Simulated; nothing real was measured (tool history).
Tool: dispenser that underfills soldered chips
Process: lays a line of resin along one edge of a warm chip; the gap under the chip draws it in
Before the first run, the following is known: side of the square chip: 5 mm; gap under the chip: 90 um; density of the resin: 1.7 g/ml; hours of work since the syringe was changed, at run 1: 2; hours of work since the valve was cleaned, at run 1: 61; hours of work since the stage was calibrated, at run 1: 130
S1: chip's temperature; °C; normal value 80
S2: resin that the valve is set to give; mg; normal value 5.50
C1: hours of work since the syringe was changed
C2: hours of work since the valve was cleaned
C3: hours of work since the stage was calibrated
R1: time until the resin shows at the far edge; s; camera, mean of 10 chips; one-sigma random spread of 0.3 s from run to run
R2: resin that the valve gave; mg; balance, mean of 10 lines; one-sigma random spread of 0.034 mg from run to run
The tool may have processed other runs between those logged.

run   hour  S1    S2  C1   C2   C3    R1    R2
  1    0.0  80  5.50   2   61  130   5.8  5.36
  2    4.4  80  5.50   5   64  133   6.5  5.35
       6.5  -- new syringe of resin
  3   12.4  80  6.06   4   69  138   6.2  5.83
      15.9  -- new syringe of resin
  4   18.3  80  6.06   2   73  142   5.1  5.84
      25.3  -- new syringe of resin
  5   25.9  80  5.50   0   78  147   4.3  5.21
  6   31.6  80  5.50   4   81  150   6.9  5.30
      34.4  -- new syringe of resin
  7   39.2  80  6.92   3   86  155   5.6  6.60
      44.1  -- new syringe of resin
  8   46.4  80  5.50   2   91  160   5.4  5.24
      53.3  -- new syringe of resin
  9   53.6  80  5.50   0   95  164   4.7  5.26
 10   59.5  80  5.50   4   99  168   6.4  5.21
      62.7  -- new syringe of resin
 11   64.8  80  5.35   1  102  171   5.3  5.11
      72.1  -- new syringe of resin
 12   72.7  91  5.35   0  107  176   2.8  5.05
 13   78.8  91  5.35   4  111  180   4.4  5.06
      81.6  -- new syringe of resin
 14   84.7  91  5.35   2  115  184   3.1  5.06
      87.0  -- dispensing valve cleaned and set on the balance
 15   89.3  80  5.50   4    2  186   6.3  5.54
      91.8  -- new syringe of resin
 16   97.3  80  5.50   4    7  191   5.9  5.48
     101.3  -- new syringe of resin
 17  103.4  80  5.50   1   10  195   5.4  5.48
 18  107.7  80  5.50   4   13  198   6.1  5.45
     110.9  -- new syringe of resin
 19  114.0  73  5.97   2   17  202   7.1  5.93
     120.5  -- new syringe of resin
 20  120.5  80  5.50   0   21  206   4.5  5.41
 21  125.7  88  7.10   3   24  209   3.6  7.00
 22  129.0  79  5.84   6   27  211   7.3  5.69
     129.9  -- new syringe of resin
 23  136.9  75  5.90   5   32  216   8.6  5.84
     139.6  -- new syringe of resin
 24  140.4  84  7.16   0   34  218   4.0  6.98
 25  146.2  73  5.64   4   37  222   8.5  5.46
     148.8  -- new syringe of resin
 26  154.4  73  5.64   4   43  227   8.1  5.45
     158.3  -- new syringe of resin
 27  161.6  91  6.82   2   47  232   3.7  6.65
     167.6  -- new syringe of resin
 28  168.7  79  5.06   1   52  236   5.6  4.93
 29  173.4  66  6.91   4   55  239  12.2  6.70
     176.9  -- new syringe of resin
 30  179.3  66  6.91   2   58  243  10.2  6.70
     186.2  -- new syringe of resin
 31  187.3  66  5.90   1   63  248   9.6  5.65
 32  192.4  68  4.78   4   67  251  11.6  4.62
     195.6  -- new syringe of resin
 33  196.8  89  6.47   1   69  254   2.8  6.26
 34  201.2  72  6.73   4   72  257   8.8  6.51
     205.3  -- new syringe of resin
 35  205.7  86  5.50   0   75  260   3.8  5.21

Measured less the same run without the tool's hidden state. The same run-to-run variation is in both; the gauge's scatter may not be:
The tool's hidden condition here consists of: resin's viscosity, % of fresh resin's; dose that the valve gives, % of what is set; true chip temperature over the reading, C; drift of the gauge itself on fill_s, %; drift of the gauge itself on given_mg, %.
run    R1     R2
  1  +1.0  -0.18
  2  +2.4  -0.19
  3  +1.9  -0.23
  4  +0.8  -0.24
  5  +0.4  -0.24
  6  +1.9  -0.25
  7  +1.4  -0.33
  8  +0.8  -0.27
  9  +0.4  -0.28
 10  +2.0  -0.30
 11  +0.8  -0.29
 12  +0.2  -0.31
 13  +1.2  -0.32
 14  +0.7  -0.33
 15  +2.0  +0.00
 16  +1.8  -0.01
 17  +0.7  -0.03
 18  +2.0  -0.04
 19  +1.5  -0.06
 20  +0.2  -0.06
 21  +1.1  -0.09
 22  +2.8  -0.08
 23  +3.0  -0.10
 24  +0.3  -0.12
 25  +2.8  -0.11
 26  +2.4  -0.12
 27  +0.7  -0.17
 28  +0.8  -0.14
 29  +3.9  -0.20
 30  +1.8  -0.22
 31  +1.1  -0.20
 32  +3.8  -0.17
 33  +0.5  -0.24
 34  +2.8  -0.26
 35  +0.3  -0.22
